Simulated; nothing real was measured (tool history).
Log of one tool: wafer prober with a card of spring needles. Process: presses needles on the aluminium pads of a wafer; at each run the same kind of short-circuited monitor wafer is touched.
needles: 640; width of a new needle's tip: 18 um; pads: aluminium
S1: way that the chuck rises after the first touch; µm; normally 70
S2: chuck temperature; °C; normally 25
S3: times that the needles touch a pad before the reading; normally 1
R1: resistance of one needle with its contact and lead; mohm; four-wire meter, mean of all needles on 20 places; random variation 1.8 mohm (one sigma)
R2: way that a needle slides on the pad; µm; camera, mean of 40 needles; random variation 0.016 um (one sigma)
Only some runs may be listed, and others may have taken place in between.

{"run": 1, "hour": 0.0, "S1": 70, "S2": 25, "S3": 1, "R1": 387, "R2": 8.93}
{"hour": 2.6, "done": "tips cleaned on abrasive film"}
{"run": 2, "hour": 7.4, "S1": 70, "S2": 35, "S3": 1, "R1": 316, "R2": 8.87}
{"run": 3, "hour": 14.1, "S1": 70, "S2": 35, "S3": 1, "R1": 388, "R2": 8.9}
{"hour": 17.1, "done": "tips cleaned on abrasive film"}
{"run": 4, "hour": 19.9, "S1": 70, "S2": 35, "S3": 1, "R1": 285, "R2": 8.91}
{"run": 5, "hour": 26.9, "S1": 70, "S2": 35, "S3": 1, "R1": 376, "R2": 8.9}
{"hour": 31.4, "done": "tips cleaned on abrasive film"}
{"run": 6, "hour": 32.4, "S1": 70, "S2": 66, "S3": 1, "R1": 242, "R2": 8.9}
{"run": 7, "hour": 40.3, "S1": 70, "S2": 66, "S3": 1, "R1": 364, "R2": 8.89}
{"hour": 46.1, "done": "tips cleaned on abrasive film"}
{"run": 8, "hour": 46.9, "S1": 70, "S2": 66, "S3": 1, "R1": 238, "R2": 8.87}
{"run": 9, "hour": 53.4, "S1": 70, "S2": 66, "S3": 1, "R1": 340, "R2": 8.84}
{"run": 10, "hour": 59.0, "S1": 70, "S2": 66, "S3": 1, "R1": 397, "R2": 8.87}
{"hour": 60.1, "done": "tips cleaned on abrasive film"}
{"run": 11, "hour": 65.6, "S1": 66, "S2": 25, "S3": 1, "R1": 332, "R2": 8.36}
{"run": 12, "hour": 73.8, "S1": 70, "S2": 25, "S3": 1, "R1": 405, "R2": 8.86}
{"hour": 74.4, "done": "tips cleaned on abrasive film"}
{"run": 13, "hour": 82.6, "S1": 70, "S2": 25, "S3": 1, "R1": 359, "R2": 8.86}
{"hour": 88.6, "done": "tips cleaned on abrasive film"}
{"run": 14, "hour": 90.9, "S1": 70, "S2": 25, "S3": 1, "R1": 262, "R2": 8.86}
{"run": 15, "hour": 99.8, "S1": 70, "S2": 25, "S3": 1, "R1": 388, "R2": 8.83}
{"hour": 102.9, "done": "tips cleaned on abrasive film"}
{"run": 16, "hour": 104.4, "S1": 55, "S2": 25, "S3": 1, "R1": 293, "R2": 6.94}
{"run": 17, "hour": 109.5, "S1": 70, "S2": 25, "S3": 1, "R1": 345, "R2": 8.85}
{"hour": 116.9, "done": "tips cleaned on abrasive film"}
{"run": 18, "hour": 118.2, "S1": 50, "S2": 78, "S3": 1, "R1": 309, "R2": 6.26}
{"run": 19, "hour": 121.9, "S1": 50, "S2": 29, "S3": 1, "R1": 452, "R2": 6.27}
{"run": 20, "hour": 129.5, "S1": 75, "S2": 42, "S3": 1, "R1": 382, "R2": 9.47}
{"hour": 131.5, "done": "tips cleaned on abrasive film"}
{"run": 21, "hour": 137.6, "S1": 75, "S2": 42, "S3": 1, "R1": 316, "R2": 9.46}
{"run": 22, "hour": 144.1, "S1": 72, "S2": 42, "S3": 1, "R1": 383, "R2": 9.1}
{"hour": 145.9, "done": "tips cleaned on abrasive film"}
{"run": 23, "hour": 150.5, "S1": 56, "S2": 25, "S3": 1, "R1": 376, "R2": 7.06}
{"run": 24, "hour": 154.6, "S1": 56, "S2": 29, "S3": 2, "R1": 348, "R2": 7.02}
{"hour": 160.4, "done": "tips cleaned on abrasive film"}
{"run": 25, "hour": 160.4, "S1": 56, "S2": 29, "S3": 2, "R1": 211, "R2": 7.02}
{"run": 26, "hour": 165.6, "S1": 88, "S2": 37, "S3": 1, "R1": 271, "R2": 11.13}
{"run": 27, "hour": 171.9, "S1": 59, "S2": 25, "S3": 1, "R1": 471, "R2": 7.41}
{"hour": 174.9, "done": "tips cleaned on abrasive film"}
{"run": 28, "hour": 179.8, "S1": 70, "S2": 51, "S3": 1, "R1": 310, "R2": 8.81}
{"hour": 184.6, "done": "height of the first contact set anew"}
{"run": 29, "hour": 184.6, "S1": 70, "S2": 51, "S3": 1, "R1": 364, "R2": 9}
{"hour": 189.6, "done": "tips cleaned on abrasive film"}
{"run": 30, "hour": 189.8, "S1": 89, "S2": 63, "S3": 3, "R1": 197, "R2": 11.42}
{"run": 31, "hour": 197.7, "S1": 70, "S2": 36, "S3": 2, "R1": 290, "R2": 9.02}
{"run": 32, "hour": 202.9, "S1": 71, "S2": 25, "S3": 2, "R1": 316, "R2": 9.11}
{"hour": 203.8, "done": "tips cleaned on abrasive film"}
{"run": 33, "hour": 208.8, "S1": 54, "S2": 61, "S3": 2, "R1": 313, "R2": 6.9}
{"run": 34, "hour": 213.5, "S1": 70, "S2": 72, "S3": 1, "R1": 374, "R2": 8.99}

Below, some changes in R1 between adjacent runs. For each, the amount present without the hidden state too (settings, incoming material, random variation) and the amount remaining for the hidden state with gauge scatter not shared by both compared results:
Hidden conditions of the tool in this case: debris on the tips, nm; way that the needles fall short of the set height, um; tips' diameter, um; drift of the gauge itself on contact_mohm, %; drift of the gauge itself on scrub_um, %.
Run 26 -> 27: S1 88 -> 59, S2 37 -> 25. R1 +200 mohm: hidden state +196, all else +4.
Run 27 -> 28: S1 59 -> 70, S2 25 -> 51, tips cleaned on abrasive film. R1 -161 mohm: hidden state -163, all else +2.
Run 29 -> 30: S1 70 -> 89, S2 51 -> 63, S3 1 -> 3, tips cleaned on abrasive film. R1 -167 mohm: hidden state -166, all else -1.
